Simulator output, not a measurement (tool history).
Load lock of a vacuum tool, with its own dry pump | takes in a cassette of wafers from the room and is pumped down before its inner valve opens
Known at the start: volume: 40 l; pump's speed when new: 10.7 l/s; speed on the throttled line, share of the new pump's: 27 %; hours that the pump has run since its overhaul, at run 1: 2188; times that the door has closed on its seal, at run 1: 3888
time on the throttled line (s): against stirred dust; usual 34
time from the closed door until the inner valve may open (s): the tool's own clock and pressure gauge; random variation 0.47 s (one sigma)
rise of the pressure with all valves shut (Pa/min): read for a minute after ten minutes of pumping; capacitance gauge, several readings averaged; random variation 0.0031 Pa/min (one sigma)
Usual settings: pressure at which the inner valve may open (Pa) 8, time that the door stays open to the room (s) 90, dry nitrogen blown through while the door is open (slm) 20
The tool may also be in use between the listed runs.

run	hour	time on the throttled line (s)	pressure at which the inner valve may open (Pa)	time that the door stays open to the room (s)	dry nitrogen blown through while the door is open (slm)	hours that the pump has run since its overhaul	times that the door has closed on its seal	incoming humidity of the room's air, %	time from the closed door until the inner valve may open (s)	rise of the pressure with all valves shut (Pa/min)
1	0.0	34	8	90	20	2188	3888	46.7	61.1	0.088
2	154.3	34	8	90	20	2342	4576	45.4	62.3	0.088
3	275.3	34	8	90	20	2463	5116	44.9	61.2	0.098
4	358.4	34	8	90	20	2546	5487	44.4	60.9	0.096
5	461.8	34	8	50	20	2650	5948	44.3	61.1	0.084
6	584.5	34	8	50	20	2772	6495	45.4	60.7	0.093
7	765.9	34	8	50	20	2954	7304	42.3	60.7	0.094
8	940.0	34	8	50	20	3128	8081	45.5	60.8	0.102
9	1087.0	34	9	90	20	3275	8737	47.4	60.9	0.123
10	1170.4	53	7	90	5	3358	9109	44.7	75.5	0.155
11	1288.4	27	8	90	6	3476	9635	43.7	56.5	0.153

Hidden state or all else? Some run-to-run changes of time from the closed door until the inner valve may open (s), split into what the settings, what came in and random variation would give without the hidden state, and what is left for the hidden state (with any gauge scatter that isn't in both results):
The hidden state here: pump's speed, % of a new pump's; leak at the door's seal, Pa l/s; drift of the gauge itself on ready_s, %; drift of the gauge itself on rise_pa_min, %.
Run 10 -> 11: time on the throttled line (s) 53 -> 27, pressure at which the inner valve may open (Pa) 7 -> 8, dry nitrogen blown through while the door is open (slm) 5 -> 6. time from the closed door until the inner valve may open (s) -19.0: hidden state +0.3, all else -19.3.
